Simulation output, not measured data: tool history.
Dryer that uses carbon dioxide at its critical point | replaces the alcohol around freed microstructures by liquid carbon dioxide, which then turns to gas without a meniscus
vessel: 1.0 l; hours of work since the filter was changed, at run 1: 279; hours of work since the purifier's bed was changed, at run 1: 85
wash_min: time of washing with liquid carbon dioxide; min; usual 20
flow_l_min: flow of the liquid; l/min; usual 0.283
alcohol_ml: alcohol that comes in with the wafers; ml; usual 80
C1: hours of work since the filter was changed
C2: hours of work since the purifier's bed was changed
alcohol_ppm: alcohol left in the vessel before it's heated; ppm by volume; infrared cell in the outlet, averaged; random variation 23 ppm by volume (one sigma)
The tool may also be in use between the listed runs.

run 1 day=0 | wash_min=20 flow_l_min=0.283 alcohol_ml=80 | C1=279 C2=85 | alcohol_ppm=1820
run 2 day=0.442 | wash_min=20 flow_l_min=0.283 alcohol_ml=80 | C1=283 C2=88 | alcohol_ppm=1859
run 3 day=0.858 | wash_min=20 flow_l_min=0.283 alcohol_ml=80 | C1=286 C2=92 | alcohol_ppm=1878
run 4 day=1.15 | wash_min=20 flow_l_min=0.283 alcohol_ml=80 | C1=289 C2=94 | alcohol_ppm=1793
run 5 day=1.454 | wash_min=20 flow_l_min=0.283 alcohol_ml=80 | C1=291 C2=97 | alcohol_ppm=1867
run 6 day=1.9 | wash_min=20 flow_l_min=0.283 alcohol_ml=80 | C1=295 C2=100 | alcohol_ppm=1878
run 7 day=2.225 | wash_min=14 flow_l_min=0.283 alcohol_ml=80 | C1=297 C2=103 | alcohol_ppm=5715
run 8 day=2.758 | wash_min=14 flow_l_min=0.283 alcohol_ml=80 | C1=302 C2=107 | alcohol_ppm=5771
run 9 day=3.167 | wash_min=14 flow_l_min=0.283 alcohol_ml=80 | C1=305 C2=111 | alcohol_ppm=5678
run 10 day=3.679 | wash_min=14 flow_l_min=0.283 alcohol_ml=80 | C1=309 C2=115 | alcohol_ppm=5668
run 11 day=3.988 | wash_min=20 flow_l_min=0.336 alcohol_ml=73 | C1=312 C2=117 | alcohol_ppm=806
run 12 day=4.354 | wash_min=20 flow_l_min=0.397 alcohol_ml=80 | C1=315 C2=120 | alcohol_ppm=361
run 13 day=4.796 | wash_min=20 flow_l_min=0.277 alcohol_ml=80 | C1=318 C2=124 | alcohol_ppm=2034
run 14 day=5.033 | wash_min=20 flow_l_min=0.283 alcohol_ml=99 | C1=320 C2=126 | alcohol_ppm=2313
run 15 day=5.396 | wash_min=28 flow_l_min=0.283 alcohol_ml=80 | C1=323 C2=129 | alcohol_ppm=450
run 16 day=5.938 | wash_min=28 flow_l_min=0.283 alcohol_ml=80 | C1=328 C2=133 | alcohol_ppm=448
run 17 day=6.262 | wash_min=20 flow_l_min=0.284 alcohol_ml=89 | C1=330 C2=136 | alcohol_ppm=2084
run 18 day=6.792 | wash_min=20 flow_l_min=0.283 alcohol_ml=82 | C1=335 C2=140 | alcohol_ppm=1893
run 19 day=7.229 | wash_min=20 flow_l_min=0.283 alcohol_ml=82 | C1=338 C2=144 | alcohol_ppm=1956

5 ways to go on from here, each from the tool as it stands after run 19. What would each give?
run A day=7.708 | wash_min=20 flow_l_min=0.221 alcohol_ml=28 | C1=342 C2=148 | alcohol_ppm=?
run B day=7.708 | wash_min=13 flow_l_min=0.283 alcohol_ml=80 | C1=342 C2=148 | alcohol_ppm=?
run C day=7.708 | wash_min=26 flow_l_min=0.319 alcohol_ml=26 | C1=342 C2=148 | alcohol_ppm=?
run D day=7.708 | wash_min=14 flow_l_min=0.283 alcohol_ml=80 | C1=342 C2=148 | alcohol_ppm=?
run E day=7.708 | wash_min=15 flow_l_min=0.375 alcohol_ml=54 | C1=342 C2=148 | alcohol_ppm=?

run=A alcohol_ppm=1639
run=B alcohol_ppm=6928
run=C alcohol_ppm=133
run=D alcohol_ppm=5762
run=E alcohol_ppm=1235
Without the tool's hidden state the same runs would have given:
run=A alcohol_ppm=1368
run=B alcohol_ppm=6014
run=C alcohol_ppm=73
run=D alcohol_ppm=4945
run=E alcohol_ppm=972

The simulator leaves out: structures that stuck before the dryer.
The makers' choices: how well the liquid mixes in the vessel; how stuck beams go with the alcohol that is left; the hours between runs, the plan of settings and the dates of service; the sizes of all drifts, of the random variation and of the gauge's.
